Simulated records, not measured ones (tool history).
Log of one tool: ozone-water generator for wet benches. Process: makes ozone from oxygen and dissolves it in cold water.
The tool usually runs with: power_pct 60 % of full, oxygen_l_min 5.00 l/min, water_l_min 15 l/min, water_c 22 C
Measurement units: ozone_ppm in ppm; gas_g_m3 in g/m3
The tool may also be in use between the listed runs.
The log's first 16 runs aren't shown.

run 17 day=69.958 | power_pct=57 oxygen_l_min=5.00 water_l_min=15 water_c=22 | ozone_ppm=27.8 gas_g_m3=212.2
run 18 day=75.075 | power_pct=57 oxygen_l_min=5.00 water_l_min=20 water_c=22 | ozone_ppm=23.1 gas_g_m3=211.1
run 19 day=79.629 | power_pct=57 oxygen_l_min=5.00 water_l_min=15 water_c=19 | ozone_ppm=28.4 gas_g_m3=209.9
run 20 day=82.992 | power_pct=60 oxygen_l_min=5.03 water_l_min=12 water_c=22 | ozone_ppm=31.7 gas_g_m3=215.3
run 21 day=89.083 | power_pct=60 oxygen_l_min=5.03 water_l_min=12 water_c=22 | ozone_ppm=31.3 gas_g_m3=217.1
run 22 day=95.479 | power_pct=73 oxygen_l_min=8.43 water_l_min=15 water_c=17 | ozone_ppm=34.7 gas_g_m3=197.8
run 23 day=100.396 | power_pct=73 oxygen_l_min=8.43 water_l_min=21 water_c=17 | ozone_ppm=28.9 gas_g_m3=197.4
run 24 day=105.050 | power_pct=73 oxygen_l_min=8.43 water_l_min=21 water_c=17 | ozone_ppm=28.9 gas_g_m3=195.6
run 25 day=108.292 | power_pct=73 oxygen_l_min=7.10 water_l_min=21 water_c=15 | ozone_ppm=29.3 gas_g_m3=209.1
run 26 day=111.638 | power_pct=73 oxygen_l_min=7.10 water_l_min=15 water_c=15 | ozone_ppm=35.4 gas_g_m3=207.8
run 27 day=116.783 | power_pct=41 oxygen_l_min=2.62 water_l_min=15 water_c=22 | ozone_ppm=20.0 gas_g_m3=218.5
run 28 day=120.454 | power_pct=41 oxygen_l_min=2.62 water_l_min=15 water_c=24 | ozone_ppm=19.4 gas_g_m3=216.1
run 29 day=125.062 | power_pct=41 oxygen_l_min=2.62 water_l_min=15 water_c=24 | ozone_ppm=19.1 gas_g_m3=215.0

Run 30 has not been measured yet. What should we expect?
run 30 day=130.771 | power_pct=41 oxygen_l_min=2.62 water_l_min=10 water_c=24 | ozone_ppm=? gas_g_m3=?

Run 30 measured ozone_ppm 25.1 ppm, gas_g_m3 216.7 g/m3.
With no hidden state in the tool, this same run would have given ozone_ppm 27.9 ppm, gas_g_m3 236.6 g/m3.

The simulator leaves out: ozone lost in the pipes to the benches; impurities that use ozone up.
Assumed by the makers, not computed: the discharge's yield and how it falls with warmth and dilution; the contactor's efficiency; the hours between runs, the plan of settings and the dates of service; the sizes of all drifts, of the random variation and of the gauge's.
